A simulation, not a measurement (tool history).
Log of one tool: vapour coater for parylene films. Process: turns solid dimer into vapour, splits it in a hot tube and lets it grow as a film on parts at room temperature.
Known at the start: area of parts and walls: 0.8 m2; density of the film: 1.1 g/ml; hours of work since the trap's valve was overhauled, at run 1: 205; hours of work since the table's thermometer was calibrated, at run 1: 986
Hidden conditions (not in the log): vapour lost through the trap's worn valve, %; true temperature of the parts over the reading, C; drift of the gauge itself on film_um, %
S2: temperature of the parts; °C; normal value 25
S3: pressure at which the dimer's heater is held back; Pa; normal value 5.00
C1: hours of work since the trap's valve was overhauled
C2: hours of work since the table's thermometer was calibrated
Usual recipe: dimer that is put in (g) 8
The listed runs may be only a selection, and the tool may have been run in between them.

run 1 hour=0.0 | dimer_that_is_put_in_(g)=8 S2=25 S3=5.00 | C1=205 C2=986 | thickness_of_the_film_(um)=4.06
run 2 hour=30.6 | dimer_that_is_put_in_(g)=8 S2=18 S3=5.00 | C1=223 C2=1004 | thickness_of_the_film_(um)=4.60
run 3 hour=61.9 | dimer_that_is_put_in_(g)=8 S2=25 S3=5.78 | C1=242 C2=1023 | thickness_of_the_film_(um)=3.92
run 4 hour=101.5 | dimer_that_is_put_in_(g)=8 S2=25 S3=5.00 | C1=266 C2=1047 | thickness_of_the_film_(um)=4.00
run 5 hour=135.0 | dimer_that_is_put_in_(g)=8 S2=25 S3=5.00 | C1=286 C2=1067 | thickness_of_the_film_(um)=3.91
run 6 hour=175.6 | dimer_that_is_put_in_(g)=8 S2=25 S3=5.00 | C1=311 C2=1092 | thickness_of_the_film_(um)=3.97
run 7 hour=206.4 | dimer_that_is_put_in_(g)=8 S2=25 S3=5.00 | C1=329 C2=1110 | thickness_of_the_film_(um)=3.91
run 8 hour=234.8 | dimer_that_is_put_in_(g)=8 S2=25 S3=5.00 | C1=346 C2=1127 | thickness_of_the_film_(um)=3.85
run 9 hour=266.3 | dimer_that_is_put_in_(g)=8 S2=25 S3=5.00 | C1=365 C2=1147 | thickness_of_the_film_(um)=3.81
run 10 hour=288.3 | dimer_that_is_put_in_(g)=8 S2=25 S3=5.00 | C1=379 C2=1160 | thickness_of_the_film_(um)=3.85
run 11 hour=326.7 | dimer_that_is_put_in_(g)=8 S2=25 S3=8.93 | C1=402 C2=1183 | thickness_of_the_film_(um)=3.44
run 12 hour=359.7 | dimer_that_is_put_in_(g)=4 S2=36 S3=8.24 | C1=422 C2=1203 | thickness_of_the_film_(um)=1.42
run 13 hour=391.0 | dimer_that_is_put_in_(g)=8 S2=25 S3=7.50 | C1=441 C2=1222 | thickness_of_the_film_(um)=3.48
-- hour=408.5 trap's valve overhauled
run 14 hour=442.1 | dimer_that_is_put_in_(g)=7 S2=25 S3=7.50 | C1=20 C2=1250 | thickness_of_the_film_(um)=3.45
run 15 hour=481.2 | dimer_that_is_put_in_(g)=5 S2=25 S3=4.56 | C1=44 C2=1274 | thickness_of_the_film_(um)=2.71
run 16 hour=501.4 | dimer_that_is_put_in_(g)=8 S2=25 S3=3.27 | C1=56 C2=1286 | thickness_of_the_film_(um)=4.57
run 17 hour=533.5 | dimer_that_is_put_in_(g)=4 S2=29 S3=5.00 | C1=75 C2=1305 | thickness_of_the_film_(um)=1.93
run 18 hour=558.3 | dimer_that_is_put_in_(g)=3 S2=18 S3=5.00 | C1=90 C2=1320 | thickness_of_the_film_(um)=1.78
run 19 hour=578.8 | dimer_that_is_put_in_(g)=3 S2=18 S3=5.00 | C1=103 C2=1333 | thickness_of_the_film_(um)=1.78
run 20 hour=624.9 | dimer_that_is_put_in_(g)=11 S2=23 S3=5.07 | C1=131 C2=1361 | thickness_of_the_film_(um)=5.79
run 21 hour=644.8 | dimer_that_is_put_in_(g)=3 S2=25 S3=5.00 | C1=143 C2=1372 | thickness_of_the_film_(um)=1.55
run 22 hour=680.0 | dimer_that_is_put_in_(g)=3 S2=25 S3=5.00 | C1=164 C2=1394 | thickness_of_the_film_(um)=1.50

Here are 4 independent what-if runs from the current tool condition. What would each one return?
run A hour=724.5 | dimer_that_is_put_in_(g)=3 S2=25 S3=2.85 | C1=191 C2=1421 | thickness_of_the_film_(um)=?
run B hour=724.5 | dimer_that_is_put_in_(g)=11 S2=25 S3=4.29 | C1=191 C2=1421 | thickness_of_the_film_(um)=?
run C hour=724.5 | dimer_that_is_put_in_(g)=3 S2=21 S3=5.00 | C1=191 C2=1421 | thickness_of_the_film_(um)=?
run D hour=724.5 | dimer_that_is_put_in_(g)=11 S2=29 S3=6.57 | C1=191 C2=1421 | thickness_of_the_film_(um)=?

run=A thickness_of_the_film_(um)=1.71
run=B thickness_of_the_film_(um)=5.75
run=C thickness_of_the_film_(um)=1.64
run=D thickness_of_the_film_(um)=4.83
The same runs, with their run-to-run variation unchanged, on a tool lacking any hidden condition would have given:
run=A thickness_of_the_film_(um)=1.84
run=B thickness_of_the_film_(um)=6.18
run=C thickness_of_the_film_(um)=1.77
run=D thickness_of_the_film_(um)=5.20
